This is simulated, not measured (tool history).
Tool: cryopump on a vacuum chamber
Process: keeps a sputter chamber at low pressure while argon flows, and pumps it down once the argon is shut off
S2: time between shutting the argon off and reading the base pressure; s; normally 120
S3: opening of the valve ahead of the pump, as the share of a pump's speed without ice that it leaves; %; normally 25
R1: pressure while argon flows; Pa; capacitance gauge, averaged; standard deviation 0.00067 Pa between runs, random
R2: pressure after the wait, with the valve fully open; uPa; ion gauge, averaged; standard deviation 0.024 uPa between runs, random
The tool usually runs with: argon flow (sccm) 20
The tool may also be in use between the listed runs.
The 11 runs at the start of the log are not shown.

Run 12, hour 120.1: usual settings. Result: R1 0.1152 Pa, R2 1.52 uPa.
Run 13, hour 126.7: usual settings. Result: R1 0.1152 Pa, R2 1.52 uPa.
Run 14, hour 137.2: usual settings. Result: R1 0.1156 Pa, R2 1.59 uPa.
Run 15, hour 144.4: usual settings. Result: R1 0.1160 Pa, R2 1.53 uPa.
Run 16, hour 156.5: usual settings but argon flow (sccm) 8. Result: R1 0.0473 Pa, R2 1.58 uPa.
Run 17, hour 165.1: usual settings but S3 59 %. Result: R1 0.0513 Pa, R2 1.57 uPa.
Run 18, hour 173.4: usual settings but argon flow (sccm) 12, S2 22 s, S3 59 %. Result: R1 0.0302 Pa, R2 4.53 uPa.
Run 19, hour 188.5: usual settings but S2 102 s, S3 33 %. Result: R1 0.0892 Pa, R2 1.66 uPa.
Run 20, hour 195.0: usual settings but S2 98 s, S3 39 %. Result: R1 0.0765 Pa, R2 1.71 uPa.
Run 21, hour 209.2: usual settings but S2 98 s, S3 39 %. Result: R1 0.0758 Pa, R2 1.75 uPa.
Run 22, hour 221.6: usual settings but S2 98 s, S3 39 %. Result: R1 0.0770 Pa, R2 1.69 uPa.
Run 23, hour 233.0: usual settings but S2 98 s, S3 39 %. Result: R1 0.0775 Pa, R2 1.76 uPa.
Run 24, hour 241.5: usual settings but S2 98 s, S3 39 %. Result: R1 0.0778 Pa, R2 1.76 uPa.
Run 25, hour 251.4: usual settings but argon flow (sccm) 11, S2 98 s, S3 54 %. Result: R1 0.0313 Pa, R2 1.80 uPa.
Run 26, hour 258.2: usual settings but argon flow (sccm) 11, S2 98 s, S3 54 %. Result: R1 0.0312 Pa, R2 1.85 uPa.
Run 27, hour 272.3: usual settings but argon flow (sccm) 29, S2 37 s. Result: R1 0.1711 Pa, R2 3.11 uPa.
Run 28, hour 282.2: usual settings but S2 77 s, S3 28 %. Result: R1 0.1063 Pa, R2 2.02 uPa.
Run 29, hour 293.4: usual settings but S2 77 s, S3 28 %. Result: R1 0.1071 Pa, R2 2.00 uPa.
Run 30, hour 303.9: usual settings but argon flow (sccm) 23, S2 37 s, S3 58 %. Result: R1 0.0633 Pa, R2 3.06 uPa.
Run 31, hour 311.7: usual settings but argon flow (sccm) 23, S2 37 s, S3 58 %. Result: R1 0.0628 Pa, R2 3.07 uPa.
Run 32, hour 320.3: usual settings but S2 24 s. Result: R1 0.1166 Pa, R2 4.20 uPa.
Run 33, hour 331.5: usual settings but argon flow (sccm) 10, S2 31 s, S3 47 %. Result: R1 0.0335 Pa, R2 3.59 uPa.
Run 34, hour 341.5: usual settings but argon flow (sccm) 10, S2 31 s, S3 47 %. Result: R1 0.0333 Pa, R2 3.65 uPa.

Predict each of these 3 candidate next runs independently; none follows another, all start after run 34:
Run A, hour 354.6: usual settings but S3 19 %. Result: R1 ?, R2 ?.
Run B, hour 354.6: usual settings but argon flow (sccm) 13, S2 66 s, S3 17 %. Result: R1 ?, R2 ?.
Run C, hour 354.6: usual settings but argon flow (sccm) 31, S2 70 s, S3 31 %. Result: R1 ?, R2 ?.

run      R1    R2
  A  0.1548  1.71
  B  0.1108  2.23
  C  0.1507  2.14
Without the tool's unlogged condition, the same runs would have read:
run      R1    R2
  A  0.1479  0.93
  B  0.1063  1.44
  C  0.1399  1.35

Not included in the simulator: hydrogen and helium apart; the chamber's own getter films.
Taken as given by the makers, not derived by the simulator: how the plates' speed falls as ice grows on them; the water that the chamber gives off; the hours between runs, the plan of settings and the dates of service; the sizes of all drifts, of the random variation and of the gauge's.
